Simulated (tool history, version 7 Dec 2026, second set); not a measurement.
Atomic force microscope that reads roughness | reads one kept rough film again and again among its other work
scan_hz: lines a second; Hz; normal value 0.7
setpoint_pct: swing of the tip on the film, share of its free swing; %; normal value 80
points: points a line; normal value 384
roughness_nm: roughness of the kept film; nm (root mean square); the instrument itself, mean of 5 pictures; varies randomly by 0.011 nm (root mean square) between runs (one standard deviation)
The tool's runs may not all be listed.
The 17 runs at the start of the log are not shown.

run   hour  scan_hz  setpoint_pct  points  pictures with this tip  hours of work since the height scale was calibrated  roughness_nm
 18  237.5      0.7            61     384                     331                                                  324         2.256
 19  252.5      0.7            61     384                     347                                                  330         2.243
     259.6  -- new tip fitted
 20  266.5      0.7            61     384                       8                                                  336         2.553
 21  279.9      0.7            80     384                      22                                                  341         2.491
 22  295.5      0.7            80     384                      39                                                  348         2.445
 23  314.2      0.7            80     338                      59                                                  355         2.421
 24  328.6      0.7            80     677                      75                                                  361         2.423
 25  348.7     0.68            80     384                      97                                                  370         2.364
 26  366.5    3.454            88     859                     116                                                  377         1.861

For run 27, what comes out?
 27  379.7    3.454            88     859                     130                                                  382             ?

Run 27 came out at roughness_nm 1.863 nm (root mean square).
The same run, on a tool lacking any hidden state, would have yielded roughness_nm 1.965 nm (root mean square).

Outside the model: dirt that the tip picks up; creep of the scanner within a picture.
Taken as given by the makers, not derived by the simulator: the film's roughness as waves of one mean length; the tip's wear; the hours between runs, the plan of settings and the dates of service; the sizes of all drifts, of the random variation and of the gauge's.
